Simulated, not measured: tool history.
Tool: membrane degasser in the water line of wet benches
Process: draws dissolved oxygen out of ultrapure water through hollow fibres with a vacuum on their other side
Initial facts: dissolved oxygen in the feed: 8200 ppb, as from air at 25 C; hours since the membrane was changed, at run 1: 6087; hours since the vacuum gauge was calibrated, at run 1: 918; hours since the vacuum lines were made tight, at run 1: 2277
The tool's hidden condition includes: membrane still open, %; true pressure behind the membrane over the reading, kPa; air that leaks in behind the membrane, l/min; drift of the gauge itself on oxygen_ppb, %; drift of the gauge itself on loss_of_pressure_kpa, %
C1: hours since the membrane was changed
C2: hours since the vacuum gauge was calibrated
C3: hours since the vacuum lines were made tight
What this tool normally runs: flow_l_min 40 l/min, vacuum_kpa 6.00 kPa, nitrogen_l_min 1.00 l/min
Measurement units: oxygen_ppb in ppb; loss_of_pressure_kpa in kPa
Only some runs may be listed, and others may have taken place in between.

Run 1, day 0.000: usual settings; C1 6087; C2 918; C3 2277. Result: oxygen_ppb 227.6 ppb, loss_of_pressure_kpa 46.32 kPa.
Run 2, day 6.304: usual settings; C1 6238; C2 1069; C3 2428. Result: oxygen_ppb 226.3 ppb, loss_of_pressure_kpa 46.52 kPa.
Run 3, day 13.367: usual settings but vacuum_kpa 8.39 kPa; C1 6408; C2 1238; C3 2598. Result: oxygen_ppb 406.1 ppb, loss_of_pressure_kpa 46.44 kPa.
Run 4, day 17.308: usual settings but vacuum_kpa 8.87 kPa; C1 6502; C2 1333; C3 2693. Result: oxygen_ppb 443.2 ppb, loss_of_pressure_kpa 46.14 kPa.
Run 5, day 21.067: usual settings but vacuum_kpa 8.87 kPa; C1 6592; C2 1423; C3 2783. Result: oxygen_ppb 439.8 ppb, loss_of_pressure_kpa 46.63 kPa.
Run 6, day 28.379: usual settings but flow_l_min 45 l/min; C1 6768; C2 1599; C3 2958. Result: oxygen_ppb 247.8 ppb, loss_of_pressure_kpa 51.88 kPa.
Run 7, day 33.975: usual settings but flow_l_min 45 l/min; C1 6902; C2 1733; C3 3093. Result: oxygen_ppb 250.3 ppb, loss_of_pressure_kpa 52.17 kPa.
Run 8, day 41.671: usual settings but flow_l_min 45 l/min; C1 7087; C2 1918; C3 3277. Result: oxygen_ppb 251.6 ppb, loss_of_pressure_kpa 52.02 kPa.
Run 9, day 45.092: usual settings but vacuum_kpa 7.50 kPa; C1 7169; C2 2000; C3 3359. Result: oxygen_ppb 340.6 ppb, loss_of_pressure_kpa 46.02 kPa.
Run 10, day 48.579: usual settings but nitrogen_l_min 1.38 l/min; C1 7253; C2 2084; C3 3443. Result: oxygen_ppb 172.7 ppb, loss_of_pressure_kpa 46.30 kPa.
Run 11, day 54.096: usual settings but nitrogen_l_min 1.38 l/min; C1 7385; C2 2216; C3 3576. Result: oxygen_ppb 173.6 ppb, loss_of_pressure_kpa 46.10 kPa.
Run 12, day 61.938: usual settings but nitrogen_l_min 1.38 l/min; C1 7573; C2 2404; C3 3764. Result: oxygen_ppb 171.5 ppb, loss_of_pressure_kpa 46.30 kPa.
Run 13, day 65.479: usual settings; C1 7658; C2 2489; C3 3849. Result: oxygen_ppb 224.8 ppb, loss_of_pressure_kpa 45.57 kPa.
Run 14, day 72.946: usual settings but flow_l_min 51 l/min; C1 7837; C2 2668; C3 4028. Result: oxygen_ppb 276.6 ppb, loss_of_pressure_kpa 58.57 kPa.
Run 15, day 77.812: usual settings but nitrogen_l_min 1.65 l/min; C1 7954; C2 2785; C3 4145. Result: oxygen_ppb 151.7 ppb, loss_of_pressure_kpa 45.87 kPa.
Run 16, day 84.046: usual settings but nitrogen_l_min 1.65 l/min; C1 8104; C2 2935; C3 4294. Result: oxygen_ppb 149.9 ppb, loss_of_pressure_kpa 45.74 kPa.
Run 17, day 92.154: usual settings but nitrogen_l_min 1.65 l/min; C1 8298; C2 3129; C3 4489. Result: oxygen_ppb 152.5 ppb, loss_of_pressure_kpa 45.64 kPa.
Run 18, day 99.562: usual settings but vacuum_kpa 3.87 kPa, nitrogen_l_min 0.73 l/min; C1 8476; C2 3307; C3 4667. Result: oxygen_ppb 74.2 ppb, loss_of_pressure_kpa 45.88 kPa.
Run 19, day 104.933: usual settings but flow_l_min 59 l/min, vacuum_kpa 6.17 kPa, nitrogen_l_min 0.79 l/min; C1 8605; C2 3436; C3 4796. Result: oxygen_ppb 388.0 ppb, loss_of_pressure_kpa 67.49 kPa.
Run 20, day 110.058: usual settings but flow_l_min 43 l/min, vacuum_kpa 5.45 kPa; C1 8728; C2 3559; C3 4919. Result: oxygen_ppb 192.4 ppb, loss_of_pressure_kpa 48.94 kPa.
Run 21, day 113.962: usual settings but vacuum_kpa 11.50 kPa, nitrogen_l_min 1.28 l/min; C1 8822; C2 3653; C3 5012. Result: oxygen_ppb 520.6 ppb, loss_of_pressure_kpa 45.33 kPa.
Run 22, day 121.912: usual settings but vacuum_kpa 11.50 kPa, nitrogen_l_min 1.28 l/min; C1 9013; C2 3844; C3 5203. Result: oxygen_ppb 524.4 ppb, loss_of_pressure_kpa 45.76 kPa.
Run 23, day 129.000: usual settings but nitrogen_l_min 0.93 l/min; C1 9183; C2 4014; C3 5373. Result: oxygen_ppb 238.0 ppb, loss_of_pressure_kpa 45.34 kPa.
At day 133.392: gauge calibrated.
Run 24, day 133.971: usual settings but flow_l_min 52 l/min, nitrogen_l_min 0.93 l/min; C1 9302; C2 4133; C3 5493. Result: oxygen_ppb 294.0 ppb, loss_of_pressure_kpa 60.57 kPa.
Run 25, day 141.154: usual settings but flow_l_min 54 l/min, vacuum_kpa 3.83 kPa, nitrogen_l_min 0.93 l/min; C1 9474; C2 4305; C3 5665. Result: oxygen_ppb 81.6 ppb, loss_of_pressure_kpa 62.99 kPa.

What does the tool deliver on the next run?
Run 26, day 148.929: usual settings but flow_l_min 31 l/min, vacuum_kpa 5.38 kPa, nitrogen_l_min 1.62 l/min; C1 9661; C2 4492; C3 5852. Result: oxygen_ppb ?, loss_of_pressure_kpa ?.

Run 26 yielded oxygen_ppb 96.1 ppb, loss_of_pressure_kpa 36.15 kPa.
Without the tool's hidden state the same run would have given oxygen_ppb 95.9 ppb, loss_of_pressure_kpa 36.23 kPa.
